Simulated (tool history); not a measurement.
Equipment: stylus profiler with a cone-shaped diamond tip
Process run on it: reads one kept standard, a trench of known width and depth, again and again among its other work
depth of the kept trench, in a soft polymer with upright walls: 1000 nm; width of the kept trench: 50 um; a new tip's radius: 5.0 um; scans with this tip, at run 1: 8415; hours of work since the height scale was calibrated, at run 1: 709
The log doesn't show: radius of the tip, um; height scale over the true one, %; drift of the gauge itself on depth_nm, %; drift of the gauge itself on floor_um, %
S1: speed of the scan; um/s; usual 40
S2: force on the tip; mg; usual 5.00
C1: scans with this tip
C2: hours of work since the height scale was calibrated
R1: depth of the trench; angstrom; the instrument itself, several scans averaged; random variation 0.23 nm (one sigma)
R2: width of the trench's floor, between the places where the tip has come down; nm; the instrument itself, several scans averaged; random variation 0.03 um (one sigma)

run,hour,S1,S2,C1,C2,R1,R2
1,0.0,40,5.00,8415,709,10212.2,42860
2,30.3,24,5.00,8581,723,10210.5,42890
3,53.5,24,5.00,8709,733,10216.5,42930
4,75.5,24,5.00,8830,743,10213.3,42870
5,100.6,17,5.00,8967,755,10211.1,42930
6,133.1,40,4.68,9146,770,10200.8,42850
7,164.5,40,4.68,9319,785,10203.8,42750
8,198.8,10,4.68,9507,801,10204.0,42870
9,237.0,10,4.68,9717,818,10206.8,42790
10,265.1,10,4.68,9871,831,10209.7,42790
11,281.9,40,2.39,9964,839,10143.7,42640
12,299.5,40,2.39,10060,847,10143.3,42630
13,321.1,40,2.39,10179,857,10140.2,42620
14,357.6,40,2.39,10380,874,10144.7,42580
15,389.0,40,2.37,10552,889,10142.1,42580
16,408.7,40,2.37,10660,898,10144.6,42540
17,448.4,40,2.37,10878,916,10139.6,42540
18,479.1,40,2.37,11047,930,10144.7,42470
19,503.3,40,2.37,11180,941,10139.5,42530
20,541.5,40,2.37,11390,959,10145.6,42460
21,578.9,19,3.78,11595,976,10186.9,42600
22,598.8,11,5.97,11705,986,10244.8,42680
23,617.2,40,5.36,11806,994,10227.8,42490
24,657.3,120,11.42,12026,1013,10361.7,42240
25,674.3,100,6.94,12120,1020,10268.5,42250
26,712.9,13,1.93,12332,1038,10133.6,42460
27,739.9,13,1.93,12480,1051,10130.8,42470
28,761.3,96,7.25,12598,1061,10274.0,42290
29,799.8,30,1.87,12809,1079,10128.7,42370
30,817.0,17,3.89,12903,1086,10197.4,42420
31,834.0,13,11.36,12997,1094,10360.5,42480
32,870.8,13,11.36,13199,1111,10360.7,42450
33,891.7,64,2.47,13314,1121,10152.2,42090
34,914.4,64,3.37,13439,1132,10180.3,42120
35,941.9,27,5.00,13590,1144,10224.5,42310
36,962.8,27,5.00,13705,1154,10220.8,42290
37,985.5,27,6.32,13830,1164,10258.3,42360
38,1018.7,36,2.50,14012,1180,10160.1,42250
39,1053.3,10,2.98,14202,1196,10173.1,42350

4 ways to go on from here, each from the tool as it stands after run 39. What would each give?
A,1083.6,32,2.65,14369,1210,?,?
B,1083.6,24,3.00,14369,1210,?,?
C,1083.6,48,5.00,14369,1210,?,?
D,1083.6,103,5.81,14369,1210,?,?

run,R1,R2
A,10159.0,42180
B,10169.5,42290
C,10229.0,42170
D,10244.0,42000
Stripped of hidden state, with their random variation kept, the same runs would have yielded:
run,R1,R2
A,10121.9,43800
B,10132.4,43910
C,10191.6,43790
D,10206.6,43620
